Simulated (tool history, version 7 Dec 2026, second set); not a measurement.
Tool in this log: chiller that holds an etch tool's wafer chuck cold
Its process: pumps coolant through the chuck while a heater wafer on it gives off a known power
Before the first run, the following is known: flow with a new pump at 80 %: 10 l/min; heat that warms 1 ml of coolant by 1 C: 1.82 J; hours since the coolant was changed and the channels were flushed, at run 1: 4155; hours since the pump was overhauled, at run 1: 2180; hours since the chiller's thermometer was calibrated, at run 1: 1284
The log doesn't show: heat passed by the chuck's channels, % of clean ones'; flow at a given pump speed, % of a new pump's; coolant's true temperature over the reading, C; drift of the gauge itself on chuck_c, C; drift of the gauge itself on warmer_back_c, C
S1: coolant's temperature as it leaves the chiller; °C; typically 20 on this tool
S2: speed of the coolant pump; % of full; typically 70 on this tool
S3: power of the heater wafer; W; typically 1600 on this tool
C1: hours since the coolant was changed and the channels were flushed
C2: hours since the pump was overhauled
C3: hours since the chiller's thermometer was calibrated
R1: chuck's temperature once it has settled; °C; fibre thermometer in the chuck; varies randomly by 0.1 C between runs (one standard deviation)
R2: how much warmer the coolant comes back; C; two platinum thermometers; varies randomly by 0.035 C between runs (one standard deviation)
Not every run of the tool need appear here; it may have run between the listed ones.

run   hour  S1  S2    S3    C1    C2    C3    R1    R2
  1    0.0  20  70  1600  4155  2180  1284  33.4  6.25
  2   84.7  20  70  1600  4240  2265  1369  33.6  6.20
  3  138.5  20  70  1600  4294  2319  1423  33.6  6.26
  4  224.9  20  70  1508  4380  2405  1509  32.8  5.94
  5  278.4  20  70   944  4434  2459  1563  28.0  3.77
  6  362.5  20  74  1600  4518  2543  1647  33.2  5.94
  7  466.8  21  70  1412  4622  2647  1751  33.2  5.55

Estimate the outcome of run 8 from the log above:
  8  537.2  20  86  2182  4693  2718  1822   ?   ?

{"run 8": {"R1": 36.4, "R2": 6.87}}
Take away the tool's hidden state, keep the run-to-run variation as it was, and the same run would have given R1 34.7 °C, R2 6.63 C.

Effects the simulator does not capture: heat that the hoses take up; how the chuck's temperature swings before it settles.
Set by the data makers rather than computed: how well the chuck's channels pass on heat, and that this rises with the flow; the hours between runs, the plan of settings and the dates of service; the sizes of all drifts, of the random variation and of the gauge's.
